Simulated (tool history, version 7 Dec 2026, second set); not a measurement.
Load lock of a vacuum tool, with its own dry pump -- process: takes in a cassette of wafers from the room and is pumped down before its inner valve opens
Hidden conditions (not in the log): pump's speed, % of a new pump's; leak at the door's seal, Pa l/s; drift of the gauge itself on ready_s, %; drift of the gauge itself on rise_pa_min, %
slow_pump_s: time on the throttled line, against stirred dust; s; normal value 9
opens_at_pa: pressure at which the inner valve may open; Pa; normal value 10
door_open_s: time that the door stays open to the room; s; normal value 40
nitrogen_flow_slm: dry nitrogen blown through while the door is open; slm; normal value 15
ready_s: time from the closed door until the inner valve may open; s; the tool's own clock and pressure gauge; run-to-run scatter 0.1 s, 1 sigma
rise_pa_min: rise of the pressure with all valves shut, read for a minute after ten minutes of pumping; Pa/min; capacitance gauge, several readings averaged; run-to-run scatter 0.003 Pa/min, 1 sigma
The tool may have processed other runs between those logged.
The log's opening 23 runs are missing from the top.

run     hour  slow_pump_s  opens_at_pa  door_open_s  nitrogen_flow_slm  hours that the pump has run since its overhaul  times that the door has closed on its seal  incoming humidity of the room's air, %  ready_s  rise_pa_min
 24  11615.9            9           10           40                 15                                           15771                                       15612                                    43.6     18.7        0.063
 25  11956.9            9           10           40                 21                                           16112                                       15970                                    45.3     18.7        0.072
 26  12608.8            6            7           40                 19                                           16764                                       16655                                    48.7     16.9        0.068
 27  13197.4            6            7           40                 19                                           17353                                       17274                                    45.0     17.0        0.067
 28  13562.5           17           16          167                  9                                           17718                                       17658                                    42.1     24.2        0.121
 29  13894.4            5           10           40                 24                                           18050                                       18006                                    45.1     15.6        0.077
 30  14223.3            5           10           40                 24                                           18379                                       18352                                    42.0     15.7        0.075
 31  14778.6            5           10           40                 24                                           18934                                       18936                                    46.8     15.9        0.081
 32  15118.0           16            8           58                 27                                           19273                                       19292                                    46.6     24.5        0.076
 33  15640.3            6           14          202                  6                                           19796                                       19841                                    44.6     16.1        0.151
 34  16003.2            7           10           40                 15                                           20159                                       20223                                    44.4     17.3        0.087
 35  16498.3            7           10           40                 15                                           20654                                       20743                                    42.5     17.5        0.089

For run 36, what comes out?
 36  17002.5            7           10           76                 15                                           21158                                       21273                                    42.8        ?            ?

ready_s: 17.6 s
rise_pa_min: 0.096 Pa/min
Minus the tool's unlogged condition, the same run would have read ready_s 16.7 s, rise_pa_min 0.033 Pa/min.
